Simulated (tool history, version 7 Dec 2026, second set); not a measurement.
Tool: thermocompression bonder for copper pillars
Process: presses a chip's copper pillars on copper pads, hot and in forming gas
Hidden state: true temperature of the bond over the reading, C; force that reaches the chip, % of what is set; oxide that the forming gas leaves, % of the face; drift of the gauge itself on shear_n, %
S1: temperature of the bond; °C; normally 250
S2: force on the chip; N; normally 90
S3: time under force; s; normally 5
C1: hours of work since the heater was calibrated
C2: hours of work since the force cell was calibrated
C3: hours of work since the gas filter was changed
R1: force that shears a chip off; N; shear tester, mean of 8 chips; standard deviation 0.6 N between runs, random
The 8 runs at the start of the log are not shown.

run	hour	S1	S2	S3	C1	C2	C3	R1
# hour 266.3: forming gas filter changed
9	278.2	278	90	5	1161	914	10	66.9
10	329.5	250	90	5	1202	955	50	48.8
11	373.6	241	90	5	1237	990	86	41.5
# hour 408.1: forming gas filter changed
12	417.0	241	93	5	1271	1024	7	43.2
13	452.2	241	93	5	1299	1052	35	43.2
14	486.2	241	93	5	1326	1079	62	43.4
# hour 494.4: heater calibrated with a thermocouple chip
15	538.4	250	62	5	35	1119	102	38.2
# hour 554.3: forming gas filter changed
16	589.9	250	62	5	76	1160	28	39.9
17	647.7	250	62	5	122	1206	74	38.1
18	680.3	250	90	5	148	1232	100	47.1
# hour 695.7: forming gas filter changed
19	724.2	221	59	7	182	1267	23	26.2

Estimate the outcome of run 20 from the log above:
20	757.9	265	110	5	209	1294	50	?

R1: 62.9 N
With the hidden condition absent and the run-to-run variation left alone, this run would have shown R1 63.0 N.
